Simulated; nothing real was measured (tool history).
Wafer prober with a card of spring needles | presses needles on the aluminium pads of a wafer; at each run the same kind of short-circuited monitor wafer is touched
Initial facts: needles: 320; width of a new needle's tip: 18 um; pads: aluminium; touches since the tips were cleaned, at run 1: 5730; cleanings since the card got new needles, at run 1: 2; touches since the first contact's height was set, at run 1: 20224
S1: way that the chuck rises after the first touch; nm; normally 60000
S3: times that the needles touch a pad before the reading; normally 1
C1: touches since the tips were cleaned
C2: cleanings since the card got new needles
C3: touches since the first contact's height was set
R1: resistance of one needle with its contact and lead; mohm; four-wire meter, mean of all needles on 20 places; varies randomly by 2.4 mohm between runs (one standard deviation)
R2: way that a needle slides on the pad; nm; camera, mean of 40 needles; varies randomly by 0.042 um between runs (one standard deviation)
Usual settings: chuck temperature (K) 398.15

{"run": 1, "hour": 0.0, "S1": 60000, "chuck temperature (K)": 398.15, "S3": 1, "C1": 5730, "C2": 2, "C3": 20224, "R1": 322, "R2": 8650}
{"hour": 6.2, "done": "tips cleaned on abrasive film"}
{"hour": 45.3, "done": "tips cleaned on abrasive film"}
{"run": 2, "hour": 52.0, "S1": 60000, "chuck temperature (K)": 398.15, "S3": 1, "C1": 1207, "C2": 4, "C3": 29571, "R1": 293, "R2": 8640}
{"run": 3, "hour": 82.1, "S1": 60000, "chuck temperature (K)": 398.15, "S3": 1, "C1": 6640, "C2": 4, "C3": 35004, "R1": 326, "R2": 8510}
{"hour": 86.8, "done": "tips cleaned on abrasive film"}
{"hour": 127.5, "done": "tips cleaned on abrasive film"}
{"run": 4, "hour": 127.5, "S1": 60000, "chuck temperature (K)": 398.15, "S3": 1, "C1": 0, "C2": 6, "C3": 43168, "R1": 274, "R2": 8590}
{"hour": 165.0, "done": "tips cleaned on abrasive film"}
{"run": 5, "hour": 185.4, "S1": 60000, "chuck temperature (K)": 398.15, "S3": 1, "C1": 3683, "C2": 7, "C3": 53593, "R1": 315, "R2": 8520}
{"hour": 202.0, "done": "tips cleaned on abrasive film"}
{"run": 6, "hour": 233.5, "S1": 60000, "chuck temperature (K)": 398.15, "S3": 1, "C1": 5674, "C2": 8, "C3": 62253, "R1": 326, "R2": 8480}
{"hour": 245.7, "done": "tips cleaned on abrasive film"}
{"run": 7, "hour": 269.4, "S1": 60000, "chuck temperature (K)": 398.15, "S3": 1, "C1": 4262, "C2": 9, "C3": 68707, "R1": 315, "R2": 8450}
{"hour": 286.0, "done": "tips cleaned on abrasive film"}
{"hour": 324.3, "done": "tips cleaned on abrasive film"}
{"run": 8, "hour": 340.7, "S1": 60000, "chuck temperature (K)": 398.15, "S3": 1, "C1": 2958, "C2": 11, "C3": 81544, "R1": 309, "R2": 8410}
{"hour": 362.2, "done": "tips cleaned on abrasive film"}
{"run": 9, "hour": 393.3, "S1": 60000, "chuck temperature (K)": 307.15, "S3": 1, "C1": 5610, "C2": 12, "C3": 91016, "R1": 317, "R2": 8470}
{"hour": 404.4, "done": "tips cleaned on abrasive film"}
{"run": 10, "hour": 435.7, "S1": 60000, "chuck temperature (K)": 307.15, "S3": 1, "C1": 5649, "C2": 13, "C3": 98657, "R1": 311, "R2": 8350}
{"hour": 442.2, "done": "tips cleaned on abrasive film"}
{"run": 11, "hour": 470.8, "S1": 60000, "chuck temperature (K)": 307.15, "S3": 1, "C1": 5167, "C2": 14, "C3": 104975, "R1": 308, "R2": 8350}
{"hour": 480.2, "done": "tips cleaned on abrasive film"}
{"run": 12, "hour": 516.0, "S1": 58000, "chuck temperature (K)": 307.15, "S3": 1, "C1": 6476, "C2": 15, "C3": 113117, "R1": 322, "R2": 8050}
{"hour": 522.7, "done": "tips cleaned on abrasive film"}
{"hour": 560.9, "done": "tips cleaned on abrasive film"}
{"run": 13, "hour": 576.0, "S1": 58000, "chuck temperature (K)": 307.15, "S3": 1, "C1": 2712, "C2": 17, "C3": 123895, "R1": 294, "R2": 8050}
{"hour": 603.2, "done": "tips cleaned on abrasive film"}
{"run": 14, "hour": 618.5, "S1": 58000, "chuck temperature (K)": 307.15, "S3": 1, "C1": 2750, "C2": 18, "C3": 131550, "R1": 300, "R2": 8040}
{"hour": 646.5, "done": "tips cleaned on abrasive film"}
{"run": 15, "hour": 676.5, "S1": 58000, "chuck temperature (K)": 307.15, "S3": 1, "C1": 5401, "C2": 19, "C3": 141995, "R1": 321, "R2": 8080}
{"hour": 687.2, "done": "tips cleaned on abrasive film"}
{"hour": 697.4, "done": "height of the first contact set anew"}
{"hour": 724.8, "done": "tips cleaned on abrasive film"}
{"run": 16, "hour": 744.2, "S1": 60000, "chuck temperature (K)": 398.15, "S3": 1, "C1": 3502, "C2": 21, "C3": 8421, "R1": 310, "R2": 8600}
{"hour": 763.0, "done": "tips cleaned on abrasive film"}
{"hour": 802.1, "done": "tips cleaned on abrasive film"}
{"run": 17, "hour": 802.1, "S1": 60000, "chuck temperature (K)": 398.15, "S3": 1, "C1": 0, "C2": 23, "C3": 18842, "R1": 277, "R2": 8530}
{"hour": 839.2, "done": "tips cleaned on abrasive film"}
{"run": 18, "hour": 839.2, "S1": 79000, "chuck temperature (K)": 398.15, "S3": 2, "C1": 0, "C2": 24, "C3": 25516, "R1": 266, "R2": 11260}
{"hour": 880.0, "done": "tips cleaned on abrasive film"}
{"run": 19, "hour": 894.3, "S1": 79000, "chuck temperature (K)": 398.15, "S3": 2, "C1": 2586, "C2": 25, "C3": 35446, "R1": 282, "R2": 11260}
{"hour": 921.1, "done": "tips cleaned on abrasive film"}
{"run": 20, "hour": 948.7, "S1": 60000, "chuck temperature (K)": 332.15, "S3": 2, "C1": 4982, "C2": 26, "C3": 45238, "R1": 290, "R2": 8490}
{"hour": 962.2, "done": "tips cleaned on abrasive film"}
{"hour": 999.6, "done": "tips cleaned on abrasive film"}
{"run": 21, "hour": 1022.4, "S1": 60000, "chuck temperature (K)": 332.15, "S3": 2, "C1": 4120, "C2": 28, "C3": 58509, "R1": 288, "R2": 8480}
{"hour": 1042.0, "done": "tips cleaned on abrasive film"}
{"run": 22, "hour": 1060.2, "S1": 60000, "chuck temperature (K)": 398.15, "S3": 2, "C1": 3276, "C2": 29, "C3": 65307, "R1": 297, "R2": 8430}
{"hour": 1084.4, "done": "tips cleaned on abrasive film"}
{"hour": 1122.7, "done": "tips cleaned on abrasive film"}
{"run": 23, "hour": 1130.9, "S1": 61000, "chuck temperature (K)": 358.15, "S3": 2, "C1": 1479, "C2": 31, "C3": 78024, "R1": 277, "R2": 8640}
{"hour": 1159.8, "done": "tips cleaned on abrasive film"}
{"run": 24, "hour": 1168.8, "S1": 60000, "chuck temperature (K)": 398.15, "S3": 2, "C1": 1631, "C2": 32, "C3": 84856, "R1": 288, "R2": 8350}
{"hour": 1197.7, "done": "tips cleaned on abrasive film"}
{"run": 25, "hour": 1215.5, "S1": 67000, "chuck temperature (K)": 316.15, "S3": 1, "C1": 3217, "C2": 33, "C3": 93265, "R1": 282, "R2": 9390}

Run 26 is up next; what results do you expect?
{"hour": 1235.8, "done": "tips cleaned on abrasive film"}
{"hour": 1273.9, "done": "tips cleaned on abrasive film"}
{"run": 26, "hour": 1283.4, "S1": 67000, "chuck temperature (K)": 317.15, "S3": 2, "C1": 1722, "C2": 35, "C3": 105485, "R1": "?", "R2": "?"}

{"run 26": {"R1": 260, "R2": 9410}}
The same run, on a tool lacking any hidden state, would have yielded R1 244 mohm, R2 9650 nm.
